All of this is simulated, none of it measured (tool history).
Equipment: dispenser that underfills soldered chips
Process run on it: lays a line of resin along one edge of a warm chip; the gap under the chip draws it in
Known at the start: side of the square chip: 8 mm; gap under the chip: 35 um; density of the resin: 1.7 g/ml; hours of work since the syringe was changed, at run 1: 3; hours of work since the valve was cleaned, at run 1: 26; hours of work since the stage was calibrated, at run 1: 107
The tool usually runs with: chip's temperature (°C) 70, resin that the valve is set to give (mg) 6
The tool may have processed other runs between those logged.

| run | hour | chip's temperature (°C) | resin that the valve is set to give (mg) | hours of work since the syringe was changed | hours of work since the valve was cleaned | hours of work since the stage was calibrated | time until the resin shows at the far edge (s) | resin that the valve gave (mg) |
|---|---|---|---|---|---|---|---|---|
| 1 | 0 | 70 | 6 | 3 | 26 | 107 | 164.3 | 5.93 |
|  | 9.5 | new syringe of resin |
| 2 | 12.5 | 70 | 6 | 2 | 35 | 117 | 161.7 | 5.87 |
| 3 | 20.5 | 70 | 6 | 9 | 41 | 123 | 262.1 | 5.89 |
|  | 21.7 | new syringe of resin |
| 4 | 28.9 | 70 | 6 | 6 | 48 | 129 | 209.8 | 5.87 |
|  | 34.3 | new syringe of resin |
| 5 | 38.6 | 70 | 6 | 3 | 55 | 136 | 171 | 5.82 |
|  | 46.5 | new syringe of resin |
| 6 | 51.5 | 70 | 6 | 4 | 65 | 146 | 183.2 | 5.79 |
|  | 59.3 | new syringe of resin |
| 7 | 63.3 | 68 | 6 | 3 | 74 | 155 | 194.3 | 5.8 |
|  | 71.9 | new syringe of resin |
| 8 | 77.8 | 68 | 6 | 5 | 85 | 166 | 212 | 5.73 |
|  | 84.9 | new syringe of resin |
| 9 | 85.6 | 78 | 5.39 | 1 | 90 | 172 | 99.9 | 5.14 |
| 10 | 93 | 78 | 5.39 | 6 | 96 | 178 | 157.8 | 5.15 |
|  | 97 | new syringe of resin |
| 11 | 107.9 | 78 | 5.39 | 9 | 108 | 189 | 191.8 | 5.09 |
|  | 109.3 | new syringe of resin |
|  | 121.7 | new syringe of resin |
| 12 | 121.7 | 78 | 5.73 | 0 | 118 | 199 | 93.9 | 5.35 |
|  | 134.1 | new syringe of resin |
| 13 | 135.8 | 78 | 5.73 | 1 | 129 | 210 | 107.1 | 5.34 |

Consider 3 possible next runs. They are alternatives, not a sequence: every one starts from the tool as it was left by run 13. What does each give?
| A | 142 | 76 | 5.29 | 6 | 133 | 215 | ? | ? |
| B | 142 | 83 | 5.35 | 6 | 133 | 215 | ? | ? |
| C | 142 | 56 | 6.23 | 6 | 133 | 215 | ? | ? |

| run | time until the resin shows at the far edge (s) | resin that the valve gave (mg) |
|---|---|---|
| A | 174.5 | 4.88 |
| B | 127.3 | 4.99 |
| C | 466.4 | 5.78 |
Had the tool no hidden state, the same runs would have come out as:
| run | time until the resin shows at the far edge (s) | resin that the valve gave (mg) |
|---|---|---|
| A | 93.7 | 5.26 |
| B | 68.6 | 5.38 |
| C | 250.3 | 6.23 |
